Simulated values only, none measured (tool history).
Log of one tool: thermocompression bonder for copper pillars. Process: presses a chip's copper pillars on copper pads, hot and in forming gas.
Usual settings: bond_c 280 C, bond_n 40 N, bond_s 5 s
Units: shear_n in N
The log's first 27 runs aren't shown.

run     day  bond_c  bond_n  bond_s  hours of work since the heater was calibrated  hours of work since the force cell was calibrated  hours of work since the gas filter was changed  shear_n
 28  63.246     260      28       5                                           1036                                               1844                                             367     40.3
 29  65.821     275      48       7                                           1072                                               1881                                             403     76.4
 30  68.833     268      60      10                                           1115                                               1923                                             446     90.5
 31  70.646     263      34       7                                           1140                                               1948                                             471     55.1
     72.462  -- forming gas filter changed
 32  73.275     280      55       3                                           1177                                               1985                                              11     64.6
     74.792  -- force cell calibrated
 33  75.583     278      28       4                                           1208                                                 11                                              43     44.2
 34  78.792     278      28       4                                           1253                                                 56                                              88     44.2
 35  80.554     278      28       4                                           1278                                                 81                                             113     44.2
 36  83.854     279      28       6                                           1324                                                127                                             159     52.6
 37  86.425     280      57       5                                           1360                                                163                                             195     78.8
     88.362  -- gauge calibrated
     89.129  -- heater calibrated with a thermocouple chip
 38  89.812     255      30       5                                             10                                                210                                             241     39.8
 39  91.254     255      30       5                                             30                                                230                                             262     40.0

4 ways to go on from here, each from the tool as it stands after run 39. What would each give?
  A  93.254     280      40       9                                             58                                                258                                             290        ?
  B  93.254     294      26       5                                             58                                                258                                             290        ?
  C  93.254     276      30       6                                             58                                                258                                             290        ?
  D  93.254     259      40       5                                             58                                                258                                             290        ?

run  shear_n
  A     77.0
  B     52.9
  C     53.3
  D     51.6
Without the tool's hidden state the same runs would have given:
run  shear_n
  A     76.9
  B     52.8
  C     53.2
  D     51.6
